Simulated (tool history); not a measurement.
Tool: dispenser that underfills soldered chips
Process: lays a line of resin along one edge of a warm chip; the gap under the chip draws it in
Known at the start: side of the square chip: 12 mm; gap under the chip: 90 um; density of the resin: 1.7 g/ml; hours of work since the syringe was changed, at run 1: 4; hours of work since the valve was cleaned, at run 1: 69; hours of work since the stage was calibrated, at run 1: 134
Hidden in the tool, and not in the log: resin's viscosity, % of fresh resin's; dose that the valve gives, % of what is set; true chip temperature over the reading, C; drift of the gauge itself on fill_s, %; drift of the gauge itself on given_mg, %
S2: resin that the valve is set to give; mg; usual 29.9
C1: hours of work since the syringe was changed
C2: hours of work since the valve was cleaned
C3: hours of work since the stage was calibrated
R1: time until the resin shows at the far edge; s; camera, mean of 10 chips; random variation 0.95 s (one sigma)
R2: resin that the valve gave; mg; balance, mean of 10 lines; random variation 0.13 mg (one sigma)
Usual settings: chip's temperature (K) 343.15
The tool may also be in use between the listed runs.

run 1 hour=0.0 | chip's_temperature_(K)=343.15 S2=29.9 | C1=4 C2=69 C3=134 | R1=132.1 R2=28.00
-- hour=4.2 dispensing valve cleaned and set on the balance
run 2 hour=5.4 | chip's_temperature_(K)=343.15 S2=29.9 | C1=7 C2=1 C3=137 | R1=158.9 R2=29.76
run 3 hour=10.1 | chip's_temperature_(K)=343.15 S2=29.9 | C1=11 C2=4 C3=140 | R1=200.4 R2=29.61
-- hour=11.2 new syringe of resin
run 4 hour=14.4 | chip's_temperature_(K)=343.15 S2=29.9 | C1=2 C2=7 C3=142 | R1=106.1 R2=29.87
run 5 hour=19.4 | chip's_temperature_(K)=343.15 S2=29.9 | C1=6 C2=10 C3=146 | R1=137.3 R2=29.42
run 6 hour=23.9 | chip's_temperature_(K)=343.15 S2=29.9 | C1=9 C2=13 C3=149 | R1=169.5 R2=29.40
-- hour=27.7 new syringe of resin
run 7 hour=28.5 | chip's_temperature_(K)=343.15 S2=29.9 | C1=1 C2=16 C3=152 | R1=94.0 R2=29.25
run 8 hour=31.5 | chip's_temperature_(K)=343.15 S2=29.9 | C1=3 C2=18 C3=154 | R1=109.8 R2=29.38
run 9 hour=34.5 | chip's_temperature_(K)=343.15 S2=29.9 | C1=5 C2=20 C3=156 | R1=127.3 R2=29.15
run 10 hour=38.1 | chip's_temperature_(K)=343.15 S2=29.9 | C1=7 C2=22 C3=158 | R1=154.2 R2=29.22
run 11 hour=41.9 | chip's_temperature_(K)=343.15 S2=29.9 | C1=10 C2=25 C3=161 | R1=179.7 R2=29.12
-- hour=44.2 new syringe of resin
run 12 hour=46.7 | chip's_temperature_(K)=343.15 S2=29.9 | C1=2 C2=28 C3=164 | R1=101.9 R2=29.01
run 13 hour=49.9 | chip's_temperature_(K)=330.15 S2=29.9 | C1=4 C2=30 C3=166 | R1=208.7 R2=28.82
run 14 hour=53.1 | chip's_temperature_(K)=343.15 S2=29.9 | C1=6 C2=32 C3=168 | R1=140.7 R2=28.70
run 15 hour=57.7 | chip's_temperature_(K)=343.15 S2=29.9 | C1=9 C2=35 C3=171 | R1=175.9 R2=28.70
-- hour=61.0 new syringe of resin
run 16 hour=61.1 | chip's_temperature_(K)=343.15 S2=29.9 | C1=0 C2=37 C3=173 | R1=94.5 R2=28.75
run 17 hour=66.3 | chip's_temperature_(K)=343.15 S2=29.9 | C1=4 C2=41 C3=176 | R1=119.2 R2=28.33
run 18 hour=68.7 | chip's_temperature_(K)=343.15 S2=29.9 | C1=5 C2=42 C3=178 | R1=136.5 R2=28.46
run 19 hour=73.1 | chip's_temperature_(K)=350.15 S2=38.3 | C1=8 C2=45 C3=181 | R1=122.3 R2=36.49
-- hour=77.7 new syringe of resin
run 20 hour=77.9 | chip's_temperature_(K)=347.15 S2=38.5 | C1=0 C2=48 C3=184 | R1=75.0 R2=36.48
run 21 hour=80.3 | chip's_temperature_(K)=341.15 S2=36.0 | C1=2 C2=50 C3=186 | R1=106.7 R2=34.05
run 22 hour=84.4 | chip's_temperature_(K)=341.15 S2=36.0 | C1=5 C2=53 C3=188 | R1=132.4 R2=34.05
run 23 hour=89.5 | chip's_temperature_(K)=329.15 S2=27.1 | C1=8 C2=56 C3=192 | R1=296.4 R2=25.36

Forecast run 24:
-- hour=94.1 new syringe of resin
run 24 hour=94.9 | chip's_temperature_(K)=340.15 S2=27.1 | C1=1 C2=60 C3=195 | R1=? R2=?

{"run 24": {"R1": 115.1, "R2": 25.34}}
Without the tool's hidden state the same run would have given R1 104.3 s, R2 26.98 mg.
